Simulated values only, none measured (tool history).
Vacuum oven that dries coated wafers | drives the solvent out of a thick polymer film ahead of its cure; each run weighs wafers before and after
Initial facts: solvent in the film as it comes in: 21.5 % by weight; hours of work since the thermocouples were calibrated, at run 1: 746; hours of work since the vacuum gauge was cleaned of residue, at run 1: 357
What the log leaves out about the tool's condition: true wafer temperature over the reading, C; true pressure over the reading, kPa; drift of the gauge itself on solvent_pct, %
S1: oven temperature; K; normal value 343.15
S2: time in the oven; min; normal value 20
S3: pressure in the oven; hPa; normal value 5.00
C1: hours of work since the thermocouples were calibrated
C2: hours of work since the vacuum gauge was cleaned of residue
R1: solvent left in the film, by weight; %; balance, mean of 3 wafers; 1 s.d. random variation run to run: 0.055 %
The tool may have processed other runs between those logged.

| run | hour | S1 | S2 | S3 | C1 | C2 | R1 |
|---|---|---|---|---|---|---|---|
| 1 | 0.0 | 343.15 | 20 | 5.00 | 746 | 357 | 5.52 |
| 2 | 38.2 | 343.15 | 20 | 5.00 | 766 | 377 | 5.62 |
| 3 | 66.6 | 343.15 | 20 | 5.00 | 781 | 392 | 5.57 |
| 4 | 90.8 | 343.15 | 20 | 5.00 | 794 | 404 | 5.56 |
| 5 | 120.0 | 343.15 | 32 | 5.00 | 809 | 420 | 2.95 |
| 6 | 146.9 | 343.15 | 32 | 5.00 | 824 | 434 | 2.99 |
| 7 | 183.1 | 343.15 | 32 | 5.00 | 843 | 453 | 2.94 |
| 8 | 209.9 | 343.15 | 32 | 5.00 | 857 | 467 | 2.97 |
| 9 | 241.7 | 343.15 | 20 | 5.00 | 874 | 484 | 5.77 |
| 10 | 277.2 | 343.15 | 20 | 5.00 | 892 | 503 | 5.68 |
| 11 | 295.8 | 343.15 | 20 | 5.00 | 902 | 513 | 5.65 |
| 12 | 336.9 | 343.15 | 20 | 5.00 | 924 | 534 | 5.68 |
| 13 | 379.3 | 343.15 | 20 | 5.00 | 946 | 557 | 5.70 |
| 14 | 411.3 | 343.15 | 20 | 5.00 | 963 | 573 | 5.79 |
| 15 | 450.3 | 343.15 | 20 | 5.00 | 984 | 594 | 5.74 |
| 16 | 470.3 | 343.15 | 20 | 5.00 | 994 | 604 | 5.79 |
| 17 | 496.9 | 343.15 | 20 | 7.28 | 1008 | 619 | 5.88 |
| 18 | 536.8 | 343.15 | 20 | 7.28 | 1029 | 640 | 5.84 |
| 19 | 563.8 | 343.15 | 20 | 11.61 | 1043 | 654 | 5.93 |
| 20 | 583.9 | 343.15 | 20 | 11.61 | 1054 | 664 | 6.04 |
| 21 | 616.0 | 343.15 | 20 | 11.61 | 1071 | 681 | 6.04 |
|  | 622.8 | oven's thermocouples calibrated |
| 22 | 640.7 | 343.15 | 20 | 11.61 | 9 | 693 | 6.32 |
| 23 | 664.0 | 343.15 | 20 | 11.61 | 22 | 706 | 6.28 |
| 24 | 694.2 | 339.15 | 25 | 3.87 | 38 | 721 | 5.92 |
| 25 | 734.9 | 339.15 | 25 | 3.87 | 59 | 743 | 5.94 |
| 26 | 752.9 | 339.15 | 25 | 3.87 | 69 | 752 | 5.96 |
| 27 | 794.6 | 346.15 | 20 | 5.00 | 91 | 774 | 5.34 |
| 28 | 823.9 | 352.15 | 11 | 17.37 | 106 | 790 | 7.54 |
| 29 | 849.2 | 341.15 | 19 | 11.32 | 119 | 803 | 7.35 |
| 30 | 866.8 | 331.15 | 15 | 5.69 | 129 | 812 | 11.39 |
|  | 874.6 | oven's thermocouples calibrated, once more |
| 31 | 894.4 | 354.15 | 15 | 10.87 | 10 | 826 | 4.13 |
| 32 | 918.8 | 354.15 | 15 | 10.87 | 23 | 839 | 4.23 |
| 33 | 956.1 | 336.15 | 15 | 2.63 | 43 | 858 | 9.06 |
| 34 | 976.3 | 343.15 | 14 | 5.00 | 54 | 869 | 7.56 |
| 35 | 1000.5 | 343.15 | 14 | 5.00 | 66 | 882 | 7.71 |
| 36 | 1036.7 | 343.15 | 14 | 5.00 | 85 | 901 | 7.57 |
| 37 | 1067.2 | 348.15 | 20 | 5.00 | 102 | 917 | 3.96 |
| 38 | 1104.0 | 348.15 | 20 | 5.00 | 121 | 936 | 3.99 |
| 39 | 1134.4 | 345.15 | 27 | 2.62 | 137 | 952 | 3.04 |
| 40 | 1159.6 | 338.15 | 21 | 6.79 | 150 | 966 | 6.67 |
| 41 | 1181.7 | 338.15 | 21 | 6.79 | 162 | 977 | 6.68 |
| 42 | 1199.3 | 338.15 | 21 | 6.79 | 171 | 987 | 6.66 |
| 43 | 1237.0 | 343.15 | 31 | 8.77 | 191 | 1006 | 3.01 |
| 44 | 1272.2 | 343.15 | 31 | 8.77 | 210 | 1025 | 3.10 |
| 45 | 1299.9 | 341.15 | 14 | 8.77 | 224 | 1040 | 8.35 |
| 46 | 1321.4 | 355.15 | 12 | 3.04 | 235 | 1051 | 5.19 |

Difference, measured minus no-hidden-state, one row per run. Run-to-run variation is common to both terms; the gauge's own scatter need not be:
| run | R1 |
|---|---|
| 1 | +0.44 |
| 2 | +0.46 |
| 3 | +0.46 |
| 4 | +0.47 |
| 5 | +0.39 |
| 6 | +0.40 |
| 7 | +0.41 |
| 8 | +0.42 |
| 9 | +0.52 |
| 10 | +0.54 |
| 11 | +0.54 |
| 12 | +0.56 |
| 13 | +0.56 |
| 14 | +0.58 |
| 15 | +0.60 |
| 16 | +0.60 |
| 17 | +0.61 |
| 18 | +0.63 |
| 19 | +0.64 |
| 20 | +0.65 |
| 21 | +0.67 |
| 22 | +1.01 |
| 23 | +1.01 |
| 24 | +1.03 |
| 25 | +1.04 |
| 26 | +1.06 |
| 27 | +1.00 |
| 28 | +1.01 |
| 29 | +1.09 |
| 30 | +0.97 |
| 31 | +0.11 |
| 32 | +0.12 |
| 33 | +0.16 |
| 34 | +0.16 |
| 35 | +0.16 |
| 36 | +0.17 |
| 37 | +0.17 |
| 38 | +0.18 |
| 39 | +0.18 |
| 40 | +0.24 |
| 41 | +0.25 |
| 42 | +0.26 |
| 43 | +0.22 |
| 44 | +0.23 |
| 45 | +0.26 |
| 46 | +0.23 |
